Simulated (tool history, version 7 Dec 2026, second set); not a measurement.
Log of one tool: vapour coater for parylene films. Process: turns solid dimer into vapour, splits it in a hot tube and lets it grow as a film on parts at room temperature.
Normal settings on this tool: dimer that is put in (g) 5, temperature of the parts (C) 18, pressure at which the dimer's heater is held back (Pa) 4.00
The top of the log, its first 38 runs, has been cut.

| run | hour | dimer that is put in (g) | temperature of the parts (C) | pressure at which the dimer's heater is held back (Pa) | thickness of the film (µm) |
|---|---|---|---|---|---|
| 39 | 2346.5 | 4 | 24 | 4.61 | 0.707 |
| 40 | 2419.6 | 6 | 12 | 2.93 | 1.454 |
| 41 | 2492.7 | 5 | 29 | 4.69 | 0.790 |
| 42 | 2554.8 | 6 | 18 | 2.60 | 1.312 |
| 43 | 2600.9 | 6 | 18 | 2.60 | 1.301 |
| 44 | 2685.6 | 6 | 18 | 2.60 | 1.297 |
| 45 | 2773.0 | 6 | 21 | 4.51 | 1.095 |
| 46 | 2824.6 | 6 | 21 | 4.51 | 1.095 |

Predict each of these 3 candidate next runs independently; none follows another, all start after run 46:
| A | 2890.4 | 3 | 25 | 2.61 | ? |
| B | 2890.4 | 4 | 15 | 4.00 | ? |
| C | 2890.4 | 6 | 17 | 3.93 | ? |

| run | thickness of the film (µm) |
|---|---|
| A | 0.555 |
| B | 0.830 |
| C | 1.208 |
The same runs, with their run-to-run variation unchanged, on a tool lacking any hidden condition would have given:
| run | thickness of the film (µm) |
|---|---|
| A | 0.582 |
| B | 0.870 |
| C | 1.266 |
